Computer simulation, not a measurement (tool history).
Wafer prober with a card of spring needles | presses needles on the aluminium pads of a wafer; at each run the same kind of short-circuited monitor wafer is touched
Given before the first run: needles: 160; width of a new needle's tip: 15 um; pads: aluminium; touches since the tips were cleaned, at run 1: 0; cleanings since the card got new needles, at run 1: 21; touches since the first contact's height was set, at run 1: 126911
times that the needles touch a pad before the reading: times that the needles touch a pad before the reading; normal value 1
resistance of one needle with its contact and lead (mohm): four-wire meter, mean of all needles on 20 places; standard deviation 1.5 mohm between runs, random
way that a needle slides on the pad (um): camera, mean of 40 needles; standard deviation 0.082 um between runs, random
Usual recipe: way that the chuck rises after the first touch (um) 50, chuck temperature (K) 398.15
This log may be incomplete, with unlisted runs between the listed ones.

run,hour,way that the chuck rises after the first touch (um),chuck temperature (K),times that the needles touch a pad before the reading,touches since the tips were cleaned,cleanings since the card got new needles,touches since the first contact's height was set,resistance of one needle with its contact and lead (mohm),way that a needle slides on the pad (um)
1,0,50,398.15,1,0,21,126911,160,10.61
# hour 9.3: tips cleaned on abrasive film
# hour 18.6: tips cleaned on abrasive film
# hour 26.1: tips cleaned on abrasive film
# hour 35.4: tips cleaned on abrasive film
# hour 42.9: tips cleaned on abrasive film
# hour 51.7: tips cleaned on abrasive film
2,51.7,70,398.15,1,0,27,162503,144,14.94
# hour 61: tips cleaned on abrasive film
# hour 70.3: tips cleaned on abrasive film
# hour 77.8: tips cleaned on abrasive film
# hour 87.1: tips cleaned on abrasive film
# hour 96.5: tips cleaned on abrasive film
# hour 103.9: tips cleaned on abrasive film
# hour 113.2: tips cleaned on abrasive film
3,113.6,50,398.15,1,271,34,205125,216,10.42
# hour 121.1: tips cleaned on abrasive film
# hour 130.4: tips cleaned on abrasive film
# hour 134.4: height of the first contact set anew
# hour 140: tips cleaned on abrasive film
# hour 149.4: tips cleaned on abrasive film
# hour 158.7: tips cleaned on abrasive film
# hour 168: tips cleaned on abrasive film
4,170.4,50,398.15,1,1684,40,24785,353,11.01
# hour 176: tips cleaned on abrasive film
# hour 185.3: tips cleaned on abrasive film
# hour 194.7: tips cleaned on abrasive film
# hour 204: tips cleaned on abrasive film
# hour 213.3: tips cleaned on abrasive film
5,216.8,50,398.15,1,2427,45,56730,400,10.82
# hour 222.4: tips cleaned on abrasive film
# hour 231.7: tips cleaned on abrasive film
# hour 241: tips cleaned on abrasive film
# hour 248.5: tips cleaned on abrasive film
# hour 256: tips cleaned on abrasive film
6,256.3,62,398.15,1,194,50,83876,184,13.35
# hour 263.7: tips cleaned on abrasive film
# hour 271.2: tips cleaned on abrasive film
# hour 280.5: tips cleaned on abrasive film
# hour 288: tips cleaned on abrasive film
# hour 289.9: tips cleaned on abrasive film, once more
# hour 297.4: tips cleaned on abrasive film
# hour 304.9: tips cleaned on abrasive film
# hour 314.2: tips cleaned on abrasive film
7,318,62,398.15,1,2669,58,126329,320,13.33
# hour 321.8: tips cleaned on abrasive film
# hour 329.3: tips cleaned on abrasive film
# hour 338.6: tips cleaned on abrasive film
# hour 347.9: tips cleaned on abrasive film
# hour 355.4: tips cleaned on abrasive film
# hour 364.7: tips cleaned on abrasive film
8,369.4,50,398.15,1,3235,64,161655,462,10.56
# hour 373.2: tips cleaned on abrasive film
# hour 382.5: tips cleaned on abrasive film
# hour 391.8: tips cleaned on abrasive film
# hour 401.1: tips cleaned on abrasive film
9,403.9,50,310.15,2,1927,68,185400,318,10.77
# hour 409.5: tips cleaned on abrasive film
# hour 418.8: tips cleaned on abrasive film
# hour 428.1: tips cleaned on abrasive film
# hour 437.5: tips cleaned on abrasive film
10,442.3,50,365.15,1,3395,72,211896,483,10.42
# hour 446.1: tips cleaned on abrasive film
# hour 453.8: height of the first contact set anew
# hour 455.7: tips cleaned on abrasive film
# hour 465.1: tips cleaned on abrasive film
# hour 472.5: tips cleaned on abrasive film
# hour 481.8: tips cleaned on abrasive film
# hour 489.3: tips cleaned on abrasive film
# hour 496.8: tips cleaned on abrasive film
11,498.2,53,335.15,1,984,79,30503,326,11.54
# hour 505.7: tips cleaned on abrasive film
# hour 513.1: tips cleaned on abrasive film
# hour 520.6: tips cleaned on abrasive film
12,525.7,53,335.15,2,3511,82,49415,328,11.68
# hour 529.4: tips cleaned on abrasive film
# hour 538.8: tips cleaned on abrasive film
# hour 548.1: tips cleaned on abrasive film
# hour 555.6: tips cleaned on abrasive film
# hour 564.9: tips cleaned on abrasive film
# hour 574.2: tips cleaned on abrasive film
# hour 581.7: tips cleaned on abrasive film
13,583.9,36,398.15,1,1576,89,89492,623,7.72
# hour 589.6: tips cleaned on abrasive film
# hour 598.9: tips cleaned on abrasive film
# hour 608.2: tips cleaned on abrasive film
# hour 615.7: tips cleaned on abrasive film
# hour 625: tips cleaned on abrasive film
14,627.5,36,398.15,1,1726,94,119453,678,7.68

How would selected steps in resistance of one needle with its contact and lead (mohm) from run to run divide? Give the signed amount a tool lacking its hidden state would still show from settings, what came in and random variation, and the signed amount left for the hidden state, including any gauge scatter that is not in both of the compared results.
Hidden state present: debris on the tips, nm; way that the needles fall short of the set height, um; tips' diameter, um; drift of the gauge itself on contact_mohm, %; drift of the gauge itself on scrub_um, %.
Run 12 -> 13: way that the chuck rises after the first touch (um) 53 -> 36, chuck temperature (K) 335.15 -> 398.15, times that the needles touch a pad before the reading 2 -> 1, tips cleaned on abrasive film, tips cleaned on abrasive film, tips cleaned on abrasive film, tips cleaned on abrasive film, tips cleaned on abrasive film, tips cleaned on abrasive film, tips cleaned on abrasive film. resistance of one needle with its contact and lead (mohm) +295: hidden state +272, all else +23.
